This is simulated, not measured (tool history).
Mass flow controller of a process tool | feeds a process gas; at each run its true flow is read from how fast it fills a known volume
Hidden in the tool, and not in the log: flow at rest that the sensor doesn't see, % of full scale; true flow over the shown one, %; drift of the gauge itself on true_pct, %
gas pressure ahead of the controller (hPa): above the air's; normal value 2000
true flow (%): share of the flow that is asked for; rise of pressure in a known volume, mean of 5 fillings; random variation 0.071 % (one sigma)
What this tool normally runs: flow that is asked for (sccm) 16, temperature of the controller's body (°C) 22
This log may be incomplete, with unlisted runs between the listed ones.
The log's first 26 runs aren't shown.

run    hour  flow that is asked for (sccm)  gas pressure ahead of the controller (hPa)  temperature of the controller's body (°C)  hours of work since the controller was set to zero  hours of work since the controller was changed  true flow (%)
 27  3418.4                              4                                        2090                                         22                                                3299                                            3299          97.04
 28  3574.5                             11                                        1680                                         29                                                3394                                            3394          98.41
 29  3699.3                              5                                        1800                                         20                                                3470                                            3470          97.77
 30    3830                              8                                        1460                                         22                                                3550                                            3550          98.39
 31  3915.4                              8                                        1460                                         22                                                3602                                            3602          98.36
 32  4040.1                             10                                        1850                                         23                                                3678                                            3678          98.78
 33  4186.4                              7                                        2000                                         24                                                3767                                            3767           97.9
 34  4358.5                              7                                        2000                                         24                                                3872                                            3872          98.01
 35  4462.2                              2                                        2100                                         21                                                3935                                            3935          94.34
 36  4575.6                             16                                        1790                                         22                                                4004                                            4004          99.74
 37  4655.4                             13                                        1800                                         32                                                4052                                            4052          98.47
 38  4811.2                             16                                        1930                                         34                                                4147                                            4147          98.97
 39  4948.4                             16                                        2700                                         34                                                4231                                            4231          99.16
 40  5066.9                             17                                        2230                                         22                                                4303                                            4303         100.09
 41  5160.7                             10                                        2000                                         22                                                4360                                            4360          98.69
 42  5297.4                              9                                        2240                                         31                                                4443                                            4443          97.98
 43    5424                             20                                        2570                                         38                                                4520                                            4520          99.33
 44    5586                             16                                        2000                                         22                                                4619                                            4619          99.88
 45  5720.2                              3                                        2000                                         22                                                4701                                            4701          95.34
 46  5864.5                             16                                        2070                                         22                                                4788                                            4788          99.85
 47  5974.2                              7                                        1890                                         22                                                4855                                            4855          97.78
 48    6163                              2                                        2000                                         23                                                4970                                            4970           93.2
     6259.1  -- controller's zero set anew
 49  6266.9                             14                                        2000                                         23                                                   5                                            5033         100.14

Each row is a separate what-if for the run after 49, all from the same tool condition, not one after another. Results?
  A  6390.7                             10                                        2000                                         21                                                  80                                            5108              ?
  B  6390.7                             16                                        2210                                         22                                                  80                                            5108              ?
  C  6390.7                             14                                        1840                                         21                                                  80                                            5108              ?

run  true flow (%)
  A          99.72
  B         100.53
  C         100.18
Without the tool's unlogged condition, the same runs would have read:
run  true flow (%)
  A          99.06
  B          99.79
  C          99.45
